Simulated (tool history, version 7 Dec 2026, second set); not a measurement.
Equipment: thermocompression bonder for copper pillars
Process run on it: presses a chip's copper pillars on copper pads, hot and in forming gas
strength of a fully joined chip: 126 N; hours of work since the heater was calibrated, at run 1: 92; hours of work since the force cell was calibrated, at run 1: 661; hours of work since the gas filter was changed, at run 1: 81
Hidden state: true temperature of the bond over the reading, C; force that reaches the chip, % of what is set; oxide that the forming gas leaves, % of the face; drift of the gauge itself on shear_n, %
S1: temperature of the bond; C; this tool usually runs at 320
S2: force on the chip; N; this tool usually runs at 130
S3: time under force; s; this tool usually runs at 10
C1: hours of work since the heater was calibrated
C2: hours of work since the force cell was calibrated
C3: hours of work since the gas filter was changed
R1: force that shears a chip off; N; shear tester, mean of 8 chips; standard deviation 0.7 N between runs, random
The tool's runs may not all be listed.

run,day,S1,S2,S3,C1,C2,C3,R1
1,0.000,320,130,10,92,661,81,44.4
2,0.554,320,130,10,101,669,89,44.6
3,1.388,320,130,10,113,681,102,43.5
4,1.925,320,130,11,121,690,110,45.3
5,2.733,320,130,10,134,702,122,43.4
6,3.288,320,130,10,142,710,130,43.7
7,3.750,336,130,10,149,717,137,51.3
8,4.596,336,130,10,162,730,150,49.6
# day 4.958: forming gas filter changed
9,5.271,320,130,10,171,739,5,45.6
10,5.954,320,130,10,182,750,15,46.7
11,6.729,320,130,10,193,761,27,45.7
12,7.575,320,130,19,206,774,39,59.9
13,7.954,322,130,10,212,780,45,48.1
14,8.662,320,130,10,222,790,56,46.5
15,9.429,320,130,10,234,802,67,44.9
16,10.217,317,157,26,246,814,79,74.2
17,10.625,317,157,26,252,820,85,73.4
18,11.221,317,157,26,261,829,94,72.5
19,11.846,331,119,12,270,838,104,46.7
20,12.412,320,157,21,279,847,112,68.7
21,12.854,331,182,10,285,853,119,67.5
22,13.446,345,80,10,294,862,128,31.3

Run 23 has not been measured yet. What should we expect?
23,14.279,320,129,10,307,875,140,?

R1: 43.8 N
Without the tool's hidden state the same run would have given R1 49.7 N.

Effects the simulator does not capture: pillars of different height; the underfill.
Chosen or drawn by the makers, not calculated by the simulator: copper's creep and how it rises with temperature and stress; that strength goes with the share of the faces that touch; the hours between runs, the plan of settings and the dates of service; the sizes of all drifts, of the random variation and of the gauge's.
